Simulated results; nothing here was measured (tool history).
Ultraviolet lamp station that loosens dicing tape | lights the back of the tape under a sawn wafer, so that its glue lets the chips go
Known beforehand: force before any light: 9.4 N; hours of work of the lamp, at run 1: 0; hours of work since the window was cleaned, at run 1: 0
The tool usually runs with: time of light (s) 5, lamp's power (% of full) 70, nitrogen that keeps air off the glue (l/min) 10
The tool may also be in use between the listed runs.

run    hour  time of light (s)  lamp's power (% of full)  nitrogen that keeps air off the glue (l/min)  hours of work of the lamp  hours of work since the window was cleaned  force that peels the tape off (N)  light that reached the tape (mJ/cm²)
  1     0.0                  5                        70                                            10                          0                                           0                              1.492                                   516
  2    17.0                  5                        70                                            10                         11                                          11                              1.575                                   515
  3    41.9                  5                        70                                             8                         28                                          28                              1.746                                   511
  4    75.7                  5                        70                                             4                         51                                          51                              2.366                                   509
  5   102.3                  5                        70                                             4                         69                                          69                              2.283                                   516
  6   123.0                  5                        70                                             5                         83                                          83                              2.145                                   513
  7   142.6                  5                        70                                             5                         96                                          96                              2.149                                   511
  8   161.5                  4                        70                                            10                        109                                         109                              2.140                                   416
  9   180.6                  5                        70                                            10                        121                                         121                              1.576                                   512
 10   200.7                  5                        70                                            10                        135                                         135                              1.532                                   511
 11   238.5                  5                        70                                            10                        160                                         160                              1.502                                   520
 12   263.6                  5                        70                                             3                        177                                         177                              2.612                                   512
 13   284.1                  5                        70                                             3                        191                                         191                              2.709                                   514
 14   303.4                  5                        70                                             3                        204                                         204                              2.686                                   513
 15   327.3                  5                        70                                             3                        220                                         220                              2.716                                   517
 16   345.1                  5                        70                                            10                        232                                         232                              1.505                                   511
 17   369.4                  5                        70                                             3                        248                                         248                              2.692                                   512
 18   409.0                  5                        70                                             3                        275                                         275                              2.721                                   508
 19   445.6                  5                        70                                             3                        300                                         300                              2.715                                   514
 20   481.5                  5                        70                                             3                        324                                         324                              2.719                                   515
 21   517.9                  5                        70                                             3                        348                                         348                              2.620                                   513
 22   558.9                  5                        70                                             3                        376                                         376                              2.740                                   517
 23   592.3                  6                        97                                             7                        398                                         398                              0.766                                   854
      608.2  -- window cleaned of glue's vapour
 24   625.2                  5                        86                                             6                        420                                          11                              1.405                                   628
 25   653.7                  2                        67                                             6                        439                                          31                              5.056                                   200
 26   691.8                  7                        66                                            16                        465                                          56                              0.698                                   678
 27   725.4                  3                        81                                             9                        487                                          79                              2.593                                   354
 28   748.1                  8                        89                                             5                        503                                          94                              0.656                                  1044
 29   789.1                  8                        89                                             5                        530                                         122                              0.623                                  1046
 30   827.1                  8                        89                                             5                        556                                         147                              0.625                                  1040
 31   864.4                  5                        98                                             4                        581                                         172                              1.409                                   714
 32   895.2                  5                        83                                             4                        601                                         193                              1.943                                   614
 33   923.1                  9                        76                                            10                        620                                         212                              0.434                                  1003
 34   946.1                  5                        76                                            10                        636                                         227                              1.331                                   556
 35   966.5                  5                        76                                            10                        649                                         241                              1.348                                   554
 36   989.4                  5                        69                                            10                        665                                         256                              1.532                                   500
 37  1017.4                  6                        70                                            10                        684                                         275                              1.120                                   620
 38  1049.7                  5                        70                                             5                        705                                         297                              2.137                                   513
 39  1069.8                  4                        61                                             5                        719                                         310                              3.371                                   357
 40  1091.3                  5                        64                                             9                        733                                         325                              1.806                                   466
 41  1111.7                  7                        68                                             5                        747                                         339                              1.351                                   691
 42  1130.0                  7                        68                                             5                        759                                         351                              1.321                                   696

Here are 4 independent what-if runs from the current tool condition. What would each one return?
  A  1160.8                  8                        83                                             5                        780                                         372                                  ?                                     ?
  B  1160.8                  6                        83                                            12                        780                                         372                                  ?                                     ?
  C  1160.8                  7                        77                                            10                        780                                         372                                  ?                                     ?
  D  1160.8                  2                        70                                            10                        780                                         372                                  ?                                     ?

run  force that peels the tape off (N)  light that reached the tape (mJ/cm²)
  A                              0.739                                   971
  B                              0.726                                   727
  C                              0.695                                   789
  D                              4.401                                   206
With no hidden state in the tool, these same runs would have given:
run  force that peels the tape off (N)  light that reached the tape (mJ/cm²)
  A                              0.735                                   974
  B                              0.722                                   729
  C                              0.691                                   791
  D                              4.391                                   206

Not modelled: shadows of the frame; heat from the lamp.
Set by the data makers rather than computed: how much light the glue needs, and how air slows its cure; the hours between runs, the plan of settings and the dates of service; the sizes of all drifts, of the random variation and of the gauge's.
